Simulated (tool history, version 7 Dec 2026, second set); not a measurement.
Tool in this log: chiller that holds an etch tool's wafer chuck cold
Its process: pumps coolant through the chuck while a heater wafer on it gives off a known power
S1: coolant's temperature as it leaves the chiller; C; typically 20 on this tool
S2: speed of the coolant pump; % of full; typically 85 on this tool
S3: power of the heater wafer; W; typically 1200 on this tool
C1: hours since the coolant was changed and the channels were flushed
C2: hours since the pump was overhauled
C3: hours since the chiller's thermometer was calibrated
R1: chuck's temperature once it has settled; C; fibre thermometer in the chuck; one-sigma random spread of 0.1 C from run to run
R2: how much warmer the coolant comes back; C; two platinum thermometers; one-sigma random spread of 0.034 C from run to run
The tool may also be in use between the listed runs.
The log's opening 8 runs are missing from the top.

run 9 day=7.896 | S1=20 S2=85 S3=1200 | C1=3337 C2=707 C3=2838 | R1=31.6 R2=5.07
run 10 day=9.229 | S1=20 S2=85 S3=1200 | C1=3369 C2=739 C3=2870 | R1=31.5 R2=5.14
run 11 day=10.542 | S1=28 S2=85 S3=1200 | C1=3400 C2=771 C3=2901 | R1=39.6 R2=5.08
run 12 day=11.742 | S1=28 S2=85 S3=1200 | C1=3429 C2=800 C3=2930 | R1=39.5 R2=5.08
run 13 day=12.992 | S1=28 S2=85 S3=1200 | C1=3459 C2=830 C3=2960 | R1=39.7 R2=5.12
run 14 day=14.25 | S1=17 S2=85 S3=1200 | C1=3489 C2=860 C3=2990 | R1=28.5 R2=5.09
run 15 day=15.55 | S1=17 S2=85 S3=1200 | C1=3521 C2=891 C3=3022 | R1=28.4 R2=5.07
run 16 day=16.483 | S1=20 S2=85 S3=1200 | C1=3543 C2=913 C3=3044 | R1=31.6 R2=5.13
run 17 day=17.483 | S1=14 S2=84 S3=701 | C1=3567 C2=937 C3=3068 | R1=20.8 R2=2.97
run 18 day=18.054 | S1=20 S2=87 S3=1329 | C1=3581 C2=951 C3=3082 | R1=32.6 R2=5.44
run 19 day=18.908 | S1=20 S2=87 S3=1329 | C1=3601 C2=972 C3=3102 | R1=32.7 R2=5.49
run 20 day=19.729 | S1=25 S2=86 S3=1200 | C1=3621 C2=991 C3=3122 | R1=36.4 R2=5
run 21 day=21.104 | S1=17 S2=69 S3=1200 | C1=3654 C2=1024 C3=3155 | R1=30.1 R2=6.3
run 22 day=21.842 | S1=13 S2=85 S3=728 | C1=3672 C2=1042 C3=3173 | R1=20 R2=3.06
run 23 day=22.575 | S1=21 S2=89 S3=702 | C1=3689 C2=1060 C3=3190 | R1=27.5 R2=2.82
run 24 day=23.888 | S1=20 S2=68 S3=1200 | C1=3721 C2=1091 C3=3222 | R1=33.4 R2=6.36
run 25 day=24.604 | S1=14 S2=68 S3=1378 | C1=3738 C2=1108 C3=3239 | R1=29.2 R2=7.32
run 26 day=25.342 | S1=14 S2=68 S3=1378 | C1=3756 C2=1126 C3=3257 | R1=29.2 R2=7.35
run 27 day=26.621 | S1=18 S2=96 S3=1015 | C1=3786 C2=1157 C3=3287 | R1=27.1 R2=3.8
run 28 day=27.358 | S1=13 S2=99 S3=1458 | C1=3804 C2=1174 C3=3305 | R1=25.8 R2=5.33
run 29 day=28.692 | S1=27 S2=90 S3=1665 | C1=3836 C2=1206 C3=3337 | R1=42.4 R2=6.68
run 30 day=29.375 | S1=29 S2=88 S3=904 | C1=3852 C2=1223 C3=3353 | R1=37.4 R2=3.72
run 31 day=30.096 | S1=29 S2=88 S3=904 | C1=3870 C2=1240 C3=3371 | R1=37.4 R2=3.71

Each row is a separate what-if for the run after 31, all from the same tool condition, not one after another. Results?
run A day=30.771 | S1=28 S2=85 S3=1200 | C1=3886 C2=1256 C3=3387 | R1=? R2=?
run B day=30.771 | S1=21 S2=88 S3=1283 | C1=3886 C2=1256 C3=3387 | R1=? R2=?
run C day=30.771 | S1=18 S2=73 S3=904 | C1=3886 C2=1256 C3=3387 | R1=? R2=?
run D day=30.771 | S1=20 S2=91 S3=1200 | C1=3886 C2=1256 C3=3387 | R1=? R2=?

run=A R1=39.5 R2=5.07
run=B R1=33.1 R2=5.27
run=C R1=27.5 R2=4.52
run=D R1=31.1 R2=4.73
Stripped of hidden state, with their random variation kept, the same runs would have yielded:
run=A R1=39.5 R2=5.07
run=B R1=33.1 R2=5.27
run=C R1=27.5 R2=4.52
run=D R1=31.1 R2=4.73
